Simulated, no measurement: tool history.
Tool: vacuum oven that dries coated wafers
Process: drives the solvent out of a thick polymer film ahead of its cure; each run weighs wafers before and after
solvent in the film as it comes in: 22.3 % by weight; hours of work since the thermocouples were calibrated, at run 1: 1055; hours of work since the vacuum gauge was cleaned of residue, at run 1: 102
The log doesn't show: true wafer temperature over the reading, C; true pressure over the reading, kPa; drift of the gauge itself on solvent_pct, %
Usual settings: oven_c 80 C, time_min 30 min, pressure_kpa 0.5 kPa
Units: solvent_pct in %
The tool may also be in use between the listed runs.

| run | hour | oven_c | time_min | pressure_kpa | hours of work since the thermocouples were calibrated | hours of work since the vacuum gauge was cleaned of residue | solvent_pct |
|---|---|---|---|---|---|---|---|
| 1 | 0 | 80 | 30 | 0.5 | 1055 | 102 | 2.96 |
| 2 | 8.1 | 80 | 30 | 0.5 | 1059 | 106 | 3.03 |
| 3 | 15.3 | 80 | 30 | 0.5 | 1063 | 110 | 2.96 |
| 4 | 27.8 | 80 | 30 | 0.5 | 1068 | 116 | 2.99 |
| 5 | 39 | 80 | 30 | 0.5 | 1074 | 121 | 3.01 |
| 6 | 50.9 | 80 | 30 | 0.5 | 1080 | 127 | 3 |
| 7 | 58.4 | 80 | 30 | 0.5 | 1083 | 130 | 2.99 |
| 8 | 69 | 80 | 30 | 0.5 | 1088 | 135 | 3.02 |
| 9 | 75.2 | 80 | 30 | 0.389 | 1091 | 138 | 2.92 |
| 10 | 85.2 | 80 | 30 | 0.42 | 1096 | 143 | 3 |
| 11 | 92.2 | 80 | 30 | 0.902 | 1099 | 147 | 3.14 |
| 12 | 102.5 | 80 | 48 | 0.902 | 1104 | 152 | 1.25 |
| 13 | 108.3 | 71 | 30 | 0.5 | 1107 | 154 | 6.63 |
| 14 | 120.6 | 71 | 30 | 0.5 | 1113 | 160 | 6.57 |
| 15 | 127.9 | 80 | 30 | 0.5 | 1117 | 164 | 3.02 |
| 16 | 138.7 | 80 | 30 | 0.5 | 1122 | 169 | 2.99 |
|  | 141.6 | oven's thermocouples calibrated |
| 17 | 153.3 | 80 | 30 | 0.5 | 6 | 175 | 3.15 |
| 18 | 158.5 | 80 | 18 | 0.5 | 8 | 177 | 6.33 |
| 19 | 170.4 | 80 | 18 | 0.5 | 14 | 183 | 6.34 |
| 20 | 179 | 80 | 43 | 0.5 | 18 | 187 | 1.6 |
| 21 | 188.5 | 80 | 26 | 0.5 | 23 | 192 | 4.02 |
| 22 | 198.3 | 80 | 26 | 0.5 | 27 | 197 | 4.03 |
| 23 | 205.3 | 80 | 52 | 0.265 | 31 | 200 | 0.93 |
|  | 215.4 | oven's thermocouples calibrated, once more |
| 24 | 216.3 | 80 | 52 | 0.265 | 0 | 204 | 0.78 |
| 25 | 228.9 | 78 | 21 | 0.33 | 7 | 210 | 5.67 |
| 26 | 236.7 | 94 | 44 | 0.987 | 10 | 214 | 0.26 |
| 27 | 244.7 | 91 | 21 | 0.987 | 14 | 218 | 1.6 |
| 28 | 255.9 | 92 | 21 | 0.617 | 19 | 223 | 1.27 |
| 29 | 263.2 | 90 | 17 | 1.796 | 23 | 227 | 2.89 |
| 30 | 272.8 | 90 | 25 | 1.254 | 28 | 231 | 1.3 |
| 31 | 282 | 92 | 40 | 0.5 | 32 | 236 | 0.25 |
| 32 | 289.2 | 67 | 22 | 0.595 | 35 | 239 | 10.09 |
| 33 | 300 | 67 | 22 | 0.662 | 41 | 245 | 10.12 |
| 34 | 307.9 | 67 | 18 | 1.477 | 44 | 248 | 11.46 |
| 35 | 314.2 | 67 | 18 | 1.477 | 48 | 251 | 11.43 |
| 36 | 321.1 | 69 | 30 | 1.151 | 51 | 255 | 7.45 |
| 37 | 329.1 | 69 | 30 | 1.379 | 55 | 258 | 7.56 |
| 38 | 341.8 | 92 | 49 | 1.379 | 61 | 265 | 0.36 |
| 39 | 351.1 | 78 | 30 | 1.026 | 65 | 269 | 3.65 |
| 40 | 359.2 | 78 | 30 | 1.026 | 69 | 273 | 3.66 |
| 41 | 365.9 | 78 | 46 | 0.458 | 72 | 276 | 1.56 |
| 42 | 374.2 | 71 | 27 | 0.683 | 76 | 280 | 7.11 |

How the hidden state differs across the entries between the runs, from the last listed run before each to the first after it:
Between runs 16 and 17: oven's thermocouples calibrated (hour 141.6)
  true wafer temperature over the reading, C: -0.87 -> -1.41; true pressure over the reading, kPa: 0.04 -> 0.042
  measured less the result without the state, solvent_pct: +0.29 -> +0.47 %
Between runs 23 and 24: oven's thermocouples calibrated, once more (hour 215.4)
  true wafer temperature over the reading, C: -1.43 -> -0.29; true pressure over the reading, kPa: 0.05 -> 0.052
  measured less the result without the state, solvent_pct: +0.22 -> +0.05 %
